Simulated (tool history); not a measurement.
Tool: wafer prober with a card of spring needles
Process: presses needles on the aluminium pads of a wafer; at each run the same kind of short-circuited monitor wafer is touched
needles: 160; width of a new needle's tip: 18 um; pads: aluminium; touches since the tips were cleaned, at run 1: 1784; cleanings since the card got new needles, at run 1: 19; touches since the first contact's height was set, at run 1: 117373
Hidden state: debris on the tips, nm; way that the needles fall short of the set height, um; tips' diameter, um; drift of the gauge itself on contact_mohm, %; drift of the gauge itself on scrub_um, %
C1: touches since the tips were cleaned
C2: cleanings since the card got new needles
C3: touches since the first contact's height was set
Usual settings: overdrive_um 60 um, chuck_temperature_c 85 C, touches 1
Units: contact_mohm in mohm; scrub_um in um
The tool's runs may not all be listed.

{"run": 1, "hour": 0.0, "overdrive_um": 60, "chuck_temperature_c": 85, "touches": 1, "C1": 1784, "C2": 19, "C3": 117373, "contact_mohm": 339, "scrub_um": 12.33}
{"hour": 7.0, "done": "tips cleaned on abrasive film"}
{"hour": 18.7, "done": "tips cleaned on abrasive film"}
{"hour": 28.1, "done": "tips cleaned on abrasive film"}
{"hour": 37.4, "done": "tips cleaned on abrasive film"}
{"run": 2, "hour": 40.5, "overdrive_um": 60, "chuck_temperature_c": 85, "touches": 1, "C1": 1746, "C2": 23, "C3": 140223, "contact_mohm": 352, "scrub_um": 12.25}
{"hour": 47.5, "done": "tips cleaned on abrasive film"}
{"hour": 52.4, "done": "height of the first contact set anew"}
{"hour": 57.2, "done": "tips cleaned on abrasive film"}
{"hour": 66.5, "done": "tips cleaned on abrasive film"}
{"run": 3, "hour": 75.3, "overdrive_um": 43, "chuck_temperature_c": 85, "touches": 1, "C1": 5009, "C2": 26, "C3": 12923, "contact_mohm": 770, "scrub_um": 9.02}
{"hour": 77.7, "done": "tips cleaned on abrasive film"}
{"hour": 89.4, "done": "tips cleaned on abrasive film"}
{"hour": 101.0, "done": "tips cleaned on abrasive film"}
{"hour": 110.4, "done": "tips cleaned on abrasive film"}
{"run": 4, "hour": 118.7, "overdrive_um": 43, "chuck_temperature_c": 85, "touches": 1, "C1": 4709, "C2": 30, "C3": 37416, "contact_mohm": 775, "scrub_um": 8.96}
{"hour": 121.1, "done": "tips cleaned on abrasive film"}
{"hour": 130.4, "done": "tips cleaned on abrasive film"}
{"hour": 139.8, "done": "tips cleaned on abrasive film"}
{"hour": 149.3, "done": "tips cleaned on abrasive film"}
{"run": 5, "hour": 149.3, "overdrive_um": 43, "chuck_temperature_c": 85, "touches": 1, "C1": 0, "C2": 34, "C3": 54650, "contact_mohm": 224, "scrub_um": 8.9}
{"hour": 160.9, "done": "tips cleaned on abrasive film"}
{"hour": 172.6, "done": "tips cleaned on abrasive film"}
{"run": 6, "hour": 178.2, "overdrive_um": 43, "chuck_temperature_c": 85, "touches": 1, "C1": 3165, "C2": 36, "C3": 71003, "contact_mohm": 686, "scrub_um": 8.86}
{"hour": 182.9, "done": "tips cleaned on abrasive film"}
{"hour": 192.2, "done": "tips cleaned on abrasive film"}
{"hour": 203.9, "done": "tips cleaned on abrasive film"}
{"hour": 215.6, "done": "tips cleaned on abrasive film"}
{"hour": 224.9, "done": "tips cleaned on abrasive film"}
{"run": 7, "hour": 233.5, "overdrive_um": 60, "chuck_temperature_c": 85, "touches": 1, "C1": 4900, "C2": 41, "C3": 102280, "contact_mohm": 492, "scrub_um": 12.32}
{"hour": 235.9, "done": "tips cleaned on abrasive film"}
{"hour": 245.3, "done": "tips cleaned on abrasive film"}
{"hour": 256.9, "done": "tips cleaned on abrasive film"}
{"hour": 268.6, "done": "tips cleaned on abrasive film"}
{"run": 8, "hour": 271.2, "overdrive_um": 48, "chuck_temperature_c": 37, "touches": 2, "C1": 1497, "C2": 45, "C3": 123561, "contact_mohm": 367, "scrub_um": 9.79}
{"hour": 278.3, "done": "tips cleaned on abrasive film"}
{"hour": 287.6, "done": "tips cleaned on abrasive film"}
{"hour": 297.0, "done": "tips cleaned on abrasive film"}
{"hour": 308.6, "done": "tips cleaned on abrasive film"}
{"hour": 313.6, "done": "height of the first contact set anew"}
{"hour": 318.3, "done": "tips cleaned on abrasive film"}
{"hour": 329.7, "done": "tips cleaned on abrasive film"}
{"run": 9, "hour": 329.7, "overdrive_um": 44, "chuck_temperature_c": 102, "touches": 3, "C1": 0, "C2": 51, "C3": 9098, "contact_mohm": 189, "scrub_um": 9.23}
{"hour": 341.4, "done": "tips cleaned on abrasive film"}
{"hour": 350.7, "done": "tips cleaned on abrasive film"}
{"hour": 360.1, "done": "tips cleaned on abrasive film"}
{"hour": 371.7, "done": "tips cleaned on abrasive film"}
{"hour": 381.1, "done": "tips cleaned on abrasive film"}
{"run": 10, "hour": 383.0, "overdrive_um": 69, "chuck_temperature_c": 102, "touches": 3, "C1": 1083, "C2": 56, "C3": 39197, "contact_mohm": 197, "scrub_um": 14.42}
{"hour": 392.3, "done": "tips cleaned on abrasive film"}
{"hour": 404.0, "done": "tips cleaned on abrasive film"}
{"hour": 413.4, "done": "tips cleaned on abrasive film"}
{"hour": 422.7, "done": "tips cleaned on abrasive film"}
{"run": 11, "hour": 430.7, "overdrive_um": 60, "chuck_temperature_c": 66, "touches": 3, "C1": 4533, "C2": 60, "C3": 66153, "contact_mohm": 281, "scrub_um": 12.47}
{"hour": 433.1, "done": "tips cleaned on abrasive film"}
{"hour": 442.4, "done": "tips cleaned on abrasive film"}
{"hour": 454.1, "done": "tips cleaned on abrasive film"}
{"hour": 463.4, "done": "tips cleaned on abrasive film"}
{"run": 12, "hour": 468.9, "overdrive_um": 57, "chuck_temperature_c": 72, "touches": 3, "C1": 3101, "C2": 64, "C3": 87719, "contact_mohm": 280, "scrub_um": 11.74}

Forecast run 13:
{"hour": 473.6, "done": "tips cleaned on abrasive film"}
{"hour": 483.0, "done": "tips cleaned on abrasive film"}
{"hour": 494.6, "done": "tips cleaned on abrasive film"}
{"hour": 504.0, "done": "tips cleaned on abrasive film"}
{"run": 13, "hour": 510.5, "overdrive_um": 41, "chuck_temperature_c": 89, "touches": 3, "C1": 3709, "C2": 68, "C3": 111210, "contact_mohm": "?", "scrub_um": "?"}

{"run 13": {"contact_mohm": 428, "scrub_um": 8.34}}
Without the tool's hidden state the same run would have given contact_mohm 177 mohm, scrub_um 8.67 um.
